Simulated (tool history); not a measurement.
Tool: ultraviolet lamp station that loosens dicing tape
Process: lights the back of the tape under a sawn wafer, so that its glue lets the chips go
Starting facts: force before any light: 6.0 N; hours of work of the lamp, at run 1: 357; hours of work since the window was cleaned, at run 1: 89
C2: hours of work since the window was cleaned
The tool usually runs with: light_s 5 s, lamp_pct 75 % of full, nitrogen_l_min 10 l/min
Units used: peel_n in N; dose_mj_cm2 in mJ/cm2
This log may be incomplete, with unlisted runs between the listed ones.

Run 1, hour 0.0: usual settings; hours of work of the lamp 357; C2 89. Result: peel_n 0.552 N, dose_mj_cm2 445 mJ/cm2.
Run 2, hour 33.3: usual settings but lamp_pct 63 % of full; hours of work of the lamp 373; C2 105. Result: peel_n 0.805 N, dose_mj_cm2 372 mJ/cm2.
Run 3, hour 55.7: usual settings but lamp_pct 63 % of full; hours of work of the lamp 384; C2 115. Result: peel_n 0.777 N, dose_mj_cm2 374 mJ/cm2.
Run 4, hour 94.7: usual settings but light_s 3 s; hours of work of the lamp 402; C2 134. Result: peel_n 1.365 N, dose_mj_cm2 263 mJ/cm2.
Run 5, hour 114.1: usual settings but light_s 3 s; hours of work of the lamp 411; C2 143. Result: peel_n 1.358 N, dose_mj_cm2 269 mJ/cm2.
Run 6, hour 154.6: usual settings but light_s 3 s; hours of work of the lamp 431; C2 163. Result: peel_n 1.367 N, dose_mj_cm2 263 mJ/cm2.
Run 7, hour 177.5: usual settings but light_s 3 s; hours of work of the lamp 442; C2 174. Result: peel_n 1.371 N, dose_mj_cm2 268 mJ/cm2.
Run 8, hour 204.8: usual settings but light_s 3 s; hours of work of the lamp 455; C2 187. Result: peel_n 1.340 N, dose_mj_cm2 268 mJ/cm2.
Run 9, hour 233.5: usual settings but nitrogen_l_min 16 l/min; hours of work of the lamp 468; C2 200. Result: peel_n 0.438 N, dose_mj_cm2 448 mJ/cm2.
Run 10, hour 252.2: usual settings but nitrogen_l_min 9 l/min; hours of work of the lamp 477; C2 209. Result: peel_n 0.593 N, dose_mj_cm2 440 mJ/cm2.
Run 11, hour 285.3: usual settings but nitrogen_l_min 9 l/min; hours of work of the lamp 493; C2 225. Result: peel_n 0.587 N, dose_mj_cm2 442 mJ/cm2.
Run 12, hour 319.7: usual settings but nitrogen_l_min 9 l/min; hours of work of the lamp 510; C2 241. Result: peel_n 0.600 N, dose_mj_cm2 444 mJ/cm2.
Run 13, hour 340.5: usual settings; hours of work of the lamp 519; C2 251. Result: peel_n 0.564 N, dose_mj_cm2 446 mJ/cm2.
Run 14, hour 377.0: usual settings but lamp_pct 96 % of full, nitrogen_l_min 3 l/min; hours of work of the lamp 537; C2 269. Result: peel_n 0.692 N, dose_mj_cm2 565 mJ/cm2.
Run 15, hour 408.2: usual settings but lamp_pct 96 % of full, nitrogen_l_min 3 l/min; hours of work of the lamp 552; C2 284. Result: peel_n 0.666 N, dose_mj_cm2 571 mJ/cm2.

Predict the results of run 16:
Run 16, hour 432.5: usual settings but light_s 3 s, lamp_pct 78 % of full, nitrogen_l_min 19 l/min; hours of work of the lamp 563; C2 295. Result: peel_n ?, dose_mj_cm2 ?.

{"run 16": {"peel_n": 1.029, "dose_mj_cm2": 276}}
If the tool had no hidden condition, the same run with the same run-to-run variation would have returned peel_n 1.025 N, dose_mj_cm2 277 mJ/cm2.

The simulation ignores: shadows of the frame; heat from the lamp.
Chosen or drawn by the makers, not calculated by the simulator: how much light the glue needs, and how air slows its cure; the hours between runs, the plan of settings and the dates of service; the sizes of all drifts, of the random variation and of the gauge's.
